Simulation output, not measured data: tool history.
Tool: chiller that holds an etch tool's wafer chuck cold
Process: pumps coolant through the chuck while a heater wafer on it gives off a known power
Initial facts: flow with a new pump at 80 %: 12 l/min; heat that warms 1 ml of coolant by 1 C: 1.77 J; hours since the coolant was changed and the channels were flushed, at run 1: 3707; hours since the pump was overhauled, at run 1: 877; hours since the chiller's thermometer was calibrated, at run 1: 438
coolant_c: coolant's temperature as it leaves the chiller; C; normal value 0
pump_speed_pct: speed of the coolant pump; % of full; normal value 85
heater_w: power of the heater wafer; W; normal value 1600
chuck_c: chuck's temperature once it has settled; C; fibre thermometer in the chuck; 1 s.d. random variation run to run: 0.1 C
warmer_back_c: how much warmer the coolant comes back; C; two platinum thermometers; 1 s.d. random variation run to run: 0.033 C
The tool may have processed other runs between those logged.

run,hour,coolant_c,pump_speed_pct,heater_w,hours since the coolant was changed and the channels were flushed,hours since the pump was overhauled,hours since the chiller's thermometer was calibrated,chuck_c,warmer_back_c
1,0,0,85,1600,3707,877,438,10.5,4.3
2,27.9,0,90,1600,3735,905,466,10.1,4.02
3,56.6,0,90,1600,3764,934,494,10.2,4.01
4,70.5,0,74,1600,3778,948,508,12,5.08
5,96.2,0,85,1600,3803,973,534,10.6,4.3
6,112.1,0,85,1600,3819,989,550,10.7,4.28
7,126.4,0,85,1600,3834,1004,564,10.6,4.29
8,139.5,0,85,1600,3847,1017,577,10.6,4.34
9,158.7,0,85,1600,3866,1036,597,10.6,4.33
# hour 166.5: coolant pump overhauled
10,181.5,0,85,1600,3884,15,614,10.7,4.34
11,197.3,0,85,946,3899,31,630,6.4,2.59
12,211.7,0,85,946,3914,45,645,6.5,2.62
13,240.6,-6,96,855,3943,74,673,-0.7,2.01
# hour 269.6: coolant pump overhauled, once more
14,272.6,3,85,1207,3970,3,700,11,3.24
15,295.4,-10,73,953,3993,26,723,-2.8,3.02
16,313.2,-10,93,1226,4010,44,741,-2.6,2.92
17,325.9,0,77,1003,4023,56,754,7.3,2.89
18,350.6,0,67,1003,4048,81,779,8.3,3.57
19,378,0,63,868,4075,108,806,7.5,3.34
20,398.9,0,63,868,4096,129,827,7.7,3.24
21,426.3,1,95,1422,4123,157,854,9.5,3.36
22,443.3,1,95,1422,4140,174,871,9.6,3.31

Each row is a separate what-if for the run after 22, all from the same tool condition, not one after another. Results?
A,461.3,8,95,1422,4159,192,889,?,?
B,461.3,0,93,968,4159,192,889,?,?
C,461.3,-4,73,1596,4159,192,889,?,?

run,chuck_c,warmer_back_c
A,16.5,3.29
B,6.1,2.35
C,8.1,5.06
The same runs, with their run-to-run variation unchanged, on a tool lacking any hidden condition would have given:
run,chuck_c,warmer_back_c
A,15.6,3.25
B,5.4,2.32
C,7,5
